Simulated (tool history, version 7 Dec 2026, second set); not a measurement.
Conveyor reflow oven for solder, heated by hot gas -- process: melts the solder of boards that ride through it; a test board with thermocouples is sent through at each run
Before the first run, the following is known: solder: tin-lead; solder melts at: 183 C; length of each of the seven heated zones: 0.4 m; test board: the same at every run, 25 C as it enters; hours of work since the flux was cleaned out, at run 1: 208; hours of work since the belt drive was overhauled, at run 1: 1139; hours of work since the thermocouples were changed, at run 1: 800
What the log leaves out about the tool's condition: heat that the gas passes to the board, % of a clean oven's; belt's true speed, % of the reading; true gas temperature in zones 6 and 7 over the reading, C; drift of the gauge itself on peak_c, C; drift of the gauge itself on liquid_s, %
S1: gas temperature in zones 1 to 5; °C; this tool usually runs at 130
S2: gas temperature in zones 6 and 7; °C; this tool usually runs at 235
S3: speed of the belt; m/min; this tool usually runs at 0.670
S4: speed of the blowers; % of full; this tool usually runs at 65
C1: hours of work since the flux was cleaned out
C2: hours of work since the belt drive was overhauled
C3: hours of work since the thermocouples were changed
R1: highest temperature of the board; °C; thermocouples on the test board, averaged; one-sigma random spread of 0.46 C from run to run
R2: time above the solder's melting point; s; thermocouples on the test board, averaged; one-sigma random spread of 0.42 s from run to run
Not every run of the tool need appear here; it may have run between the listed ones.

Run 1, day 0.000: usual settings; C1 208; C2 1139; C3 800. Result: R1 214.0 °C, R2 50.1 s.
Run 2, day 1.246: usual settings; C1 230; C2 1161; C3 822. Result: R1 212.1 °C, R2 49.5 s.
At day 3.321: flux residue cleaned out of gas plates and filters.
Run 3, day 3.579: usual settings; C1 5; C2 1198; C3 859. Result: R1 216.4 °C, R2 52.7 s.
Run 4, day 5.079: usual settings; C1 31; C2 1224; C3 885. Result: R1 215.5 °C, R2 51.9 s.
At day 5.512: thermocouples of zones 6 and 7 changed.
Run 5, day 6.642: usual settings but S1 145 °C; C1 56; C2 1249; C3 20. Result: R1 220.4 °C, R2 60.2 s.
Run 6, day 7.958: usual settings but S1 145 °C; C1 79; C2 1272; C3 43. Result: R1 220.7 °C, R2 59.6 s.
Run 7, day 9.933: usual settings but S1 145 °C; C1 114; C2 1307; C3 77. Result: R1 219.7 °C, R2 60.4 s.
Run 8, day 12.104: usual settings but S1 145 °C, S3 0.677 m/min; C1 152; C2 1345; C3 115. Result: R1 219.6 °C, R2 59.6 s.
Run 9, day 13.558: usual settings but S1 145 °C, S3 0.677 m/min, S4 53 % of full; C1 177; C2 1370; C3 140. Result: R1 216.0 °C, R2 56.6 s.
Run 10, day 15.117: usual settings but S1 145 °C, S2 234 °C, S3 0.677 m/min, S4 53 % of full; C1 204; C2 1397; C3 167. Result: R1 214.6 °C, R2 55.3 s.
Run 11, day 16.688: usual settings but S1 145 °C, S2 234 °C, S3 0.677 m/min, S4 53 % of full; C1 231; C2 1424; C3 195. Result: R1 215.0 °C, R2 55.8 s.
Run 12, day 18.075: usual settings; C1 256; C2 1449; C3 219. Result: R1 215.7 °C, R2 52.8 s.
At day 18.558: flux residue cleaned out of gas plates and filters.
Run 13, day 20.492: usual settings but S4 58 % of full; C1 34; C2 1487; C3 257. Result: R1 215.9 °C, R2 52.2 s.
At day 21.529: belt drive overhauled, speed set with a stopwatch.
Run 14, day 22.738: usual settings but S4 58 % of full; C1 70; C2 21; C3 293. Result: R1 213.3 °C, R2 48.6 s.
Run 15, day 24.054: usual settings but S3 0.790 m/min; C1 93; C2 44; C3 316. Result: R1 208.9 °C, R2 36.6 s.
Run 16, day 25.846: usual settings but S4 51 % of full; C1 124; C2 75; C3 348. Result: R1 211.2 °C, R2 46.1 s.
Run 17, day 28.025: usual settings but S4 51 % of full; C1 162; C2 113; C3 386. Result: R1 211.0 °C, R2 45.4 s.
Run 18, day 29.267: usual settings but S4 51 % of full; C1 184; C2 135; C3 407. Result: R1 211.3 °C, R2 45.2 s.
Run 19, day 31.583: usual settings but S1 144 °C, S2 247 °C, S3 0.786 m/min, S4 60 % of full; C1 224; C2 175; C3 448. Result: R1 219.9 °C, R2 49.2 s.
At day 33.892: flux residue cleaned out of gas plates and filters.
Run 20, day 33.892: usual settings but S2 249 °C, S4 60 % of full; C1 0; C2 212; C3 484. Result: R1 227.3 °C, R2 58.3 s.
Run 21, day 35.988: usual settings but S4 69 % of full; C1 36; C2 248; C3 521. Result: R1 216.3 °C, R2 51.2 s.
Run 22, day 37.050: usual settings but S2 227 °C, S3 0.593 m/min; C1 55; C2 267; C3 539. Result: R1 212.4 °C, R2 55.1 s.
Run 23, day 38.821: usual settings but S3 0.585 m/min; C1 86; C2 298; C3 570. Result: R1 219.6 °C, R2 61.9 s.
Run 24, day 40.179: usual settings but S1 118 °C, S4 80 % of full; C1 110; C2 321; C3 594. Result: R1 216.1 °C, R2 46.9 s.
Run 25, day 42.221: usual settings but S2 233 °C, S3 0.590 m/min; C1 145; C2 357; C3 629. Result: R1 216.4 °C, R2 59.1 s.
Run 26, day 44.000: usual settings but S1 116 °C, S2 230 °C, S3 0.634 m/min, S4 89 % of full; C1 176; C2 388; C3 660. Result: R1 213.2 °C, R2 48.0 s.
Run 27, day 45.888: usual settings but S1 116 °C, S3 0.634 m/min, S4 89 % of full; C1 209; C2 421; C3 693. Result: R1 217.2 °C, R2 52.0 s.
Run 28, day 47.592: usual settings but S1 116 °C, S2 245 °C, S3 0.621 m/min, S4 73 % of full; C1 239; C2 450; C3 723. Result: R1 223.4 °C, R2 56.7 s.
At day 49.179: flux residue cleaned out of gas plates and filters.
Run 29, day 49.692: usual settings but S3 0.631 m/min, S4 80 % of full; C1 9; C2 483; C3 756. Result: R1 219.2 °C, R2 58.1 s.

4 options for the next run, each taken on its own from the tool as it stands now. Forecast them:
Run A, day 51.042: usual settings but S3 0.631 m/min, S4 73 % of full; C1 32; C2 507; C3 779. Result: R1 ?, R2 ?.
Run B, day 51.042: usual settings but S2 227 °C, S4 80 % of full; C1 32; C2 507; C3 779. Result: R1 ?, R2 ?.
Run C, day 51.042: usual settings but S1 127 °C, S3 0.592 m/min, S4 80 % of full; C1 32; C2 507; C3 779. Result: R1 ?, R2 ?.
Run D, day 51.042: usual settings but S2 234 °C, S3 0.631 m/min, S4 80 % of full; C1 32; C2 507; C3 779. Result: R1 ?, R2 ?.

run     R1    R2
  A  217.6  57.3
  B  211.2  47.3
  C  220.6  62.7
  D  218.8  57.5
Without the tool's hidden state the same runs would have given:
run     R1    R2
  A  219.4  57.8
  B  213.1  48.2
  C  222.5  63.2
  D  220.7  58.0
